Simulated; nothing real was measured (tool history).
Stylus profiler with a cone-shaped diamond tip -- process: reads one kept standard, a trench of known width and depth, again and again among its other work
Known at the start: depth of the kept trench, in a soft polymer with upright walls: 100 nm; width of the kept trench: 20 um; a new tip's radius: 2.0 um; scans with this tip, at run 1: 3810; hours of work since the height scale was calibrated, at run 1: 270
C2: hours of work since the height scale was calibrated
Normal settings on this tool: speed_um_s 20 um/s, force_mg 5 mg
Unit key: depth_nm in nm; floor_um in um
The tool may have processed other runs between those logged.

Run 1, hour 0: usual settings; scans with this tip 3810; C2 270. Result: depth_nm 102.69 nm, floor_um 18.67 um.
Run 2, hour 71.4: usual settings but force_mg 8.84 mg; scans with this tip 4328; C2 307. Result: depth_nm 103.94 nm, floor_um 18.72 um.
Run 3, hour 114.4: usual settings but force_mg 8.84 mg; scans with this tip 4640; C2 329. Result: depth_nm 103.96 nm, floor_um 18.64 um.
Run 4, hour 168.8: usual settings but force_mg 2.14 mg; scans with this tip 5035; C2 357. Result: depth_nm 101.51 nm, floor_um 18.63 um.
Run 5, hour 224.5: usual settings; scans with this tip 5440; C2 386. Result: depth_nm 102.74 nm, floor_um 18.71 um.
Run 6, hour 283.8: usual settings; scans with this tip 5870; C2 416. Result: depth_nm 102.71 nm, floor_um 18.67 um.
Run 7, hour 345.8: usual settings; scans with this tip 6320; C2 448. Result: depth_nm 102.7 nm, floor_um 18.71 um.
Run 8, hour 432.8: usual settings; scans with this tip 6952; C2 493. Result: depth_nm 102.68 nm, floor_um 18.66 um.
Run 9, hour 491.1: usual settings but speed_um_s 65 um/s, force_mg 3.94 mg; scans with this tip 7375; C2 523. Result: depth_nm 102.27 nm, floor_um 18.53 um.
Run 10, hour 564.3: usual settings but speed_um_s 33 um/s, force_mg 1.97 mg; scans with this tip 7907; C2 561. Result: depth_nm 101.53 nm, floor_um 18.55 um.
Run 11, hour 663: usual settings but force_mg 4.3 mg; scans with this tip 8623; C2 612. Result: depth_nm 102.41 nm, floor_um 18.64 um.
Run 12, hour 706: usual settings but force_mg 4.3 mg; scans with this tip 8935; C2 634. Result: depth_nm 102.35 nm, floor_um 18.68 um.
Run 13, hour 792.5: usual settings but speed_um_s 14 um/s, force_mg 5.82 mg; scans with this tip 9563; C2 678. Result: depth_nm 102.98 nm, floor_um 18.72 um.
Run 14, hour 834.9: usual settings but speed_um_s 14 um/s, force_mg 5.82 mg; scans with this tip 9871; C2 700. Result: depth_nm 102.97 nm, floor_um 18.7 um.
Run 15, hour 902.5: usual settings but speed_um_s 8 um/s, force_mg 6.18 mg; scans with this tip 10362; C2 735. Result: depth_nm 103.11 nm, floor_um 18.71 um.

Predict each of these 4 candidate next runs independently; none follows another, all start after run 15:
Run A, hour 999.3: usual settings but speed_um_s 41 um/s, force_mg 2.49 mg; scans with this tip 11064; C2 785. Result: depth_nm ?, floor_um ?.
Run B, hour 999.3: usual settings but speed_um_s 14 um/s, force_mg 12.13 mg; scans with this tip 11064; C2 785. Result: depth_nm ?, floor_um ?.
Run C, hour 999.3: usual settings but speed_um_s 18 um/s, force_mg 6.18 mg; scans with this tip 11064; C2 785. Result: depth_nm ?, floor_um ?.
Run D, hour 999.3: usual settings but speed_um_s 50 um/s, force_mg 6.18 mg; scans with this tip 11064; C2 785. Result: depth_nm ?, floor_um ?.

run  depth_nm  floor_um
  A    101.69     18.54
  B    104.87     18.75
  C    103.15     18.68
  D    103.09     18.53
Without the tool's unlogged condition, the same runs would have read:
run  depth_nm  floor_um
  A     101.7     18.55
  B    104.88     18.76
  C    103.17     18.69
  D     103.1     18.54
